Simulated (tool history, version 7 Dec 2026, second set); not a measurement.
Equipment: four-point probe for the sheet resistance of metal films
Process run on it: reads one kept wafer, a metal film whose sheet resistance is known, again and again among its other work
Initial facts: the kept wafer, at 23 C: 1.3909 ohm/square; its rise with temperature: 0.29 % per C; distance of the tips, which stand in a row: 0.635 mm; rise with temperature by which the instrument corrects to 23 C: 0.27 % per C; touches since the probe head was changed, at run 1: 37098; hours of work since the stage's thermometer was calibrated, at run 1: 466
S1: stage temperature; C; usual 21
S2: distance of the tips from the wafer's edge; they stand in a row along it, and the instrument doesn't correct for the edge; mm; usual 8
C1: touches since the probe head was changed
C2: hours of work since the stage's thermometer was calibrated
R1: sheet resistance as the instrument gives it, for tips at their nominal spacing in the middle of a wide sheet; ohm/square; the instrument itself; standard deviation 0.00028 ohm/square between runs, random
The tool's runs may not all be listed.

run     day  S1  S2     C1    C2        R1
  1   0.000  21   8  37098   466  1.394578
  2   1.075  21   8  37582   485  1.394772
  3   2.171  21   8  38077   504  1.394479
  4   3.029  21   8  38463   519  1.395006
  5   4.612  21   8  39177   547  1.394936
  6   5.488  21   8  39572   563  1.395805
  7   7.292  21   8  40385   595  1.395038
  8   8.650  21   8  40996   619  1.394852
  9  10.279  25   8  41732   648  1.396237
 10  11.521  25   8  42291   670  1.396238
 11  13.200  25   8  43046   700  1.396120
 12  14.446  25   8  43609   722  1.396827
 13  16.500  33   8  44533   758  1.398859
 14  18.467  33   8  45421   793  1.399892
 15  19.621  19   8  45941   814  1.394019
 16  20.779  31   4  46463   834  1.413055
 17  22.196  19   4  47102   859  1.408166
 18  23.371  21  25  47631   880  1.390840
 19  24.717  18  32  48237   904  1.389067
 20  26.429  18  32  49009   934  1.389298
 21  27.925  22  42  49682   961  1.390585
 22  29.483  22  42  50384   989  1.390965
 23  31.238  19   6  51175  1020  1.397862
 24  32.946  34   5  51945  1050  1.407029
 25  34.267  34   5  52540  1073  1.407333
 26  36.129  21  16  53379  1107  1.391377
 27  37.800  24   9  54132  1136  1.395270

Branching from run 27: 3 alternative next runs. What would each branch give?
  A  38.862  32   8  54611  1155   ?
  B  38.862  25   9  54611  1155   ?
  C  38.862  25  17  54611  1155   ?

run        R1
  A  1.399193
  B  1.395475
  C  1.392590
The same runs, with their run-to-run variation unchanged, on a tool lacking any hidden condition would have given:
run        R1
  A  1.399132
  B  1.395414
  C  1.392530
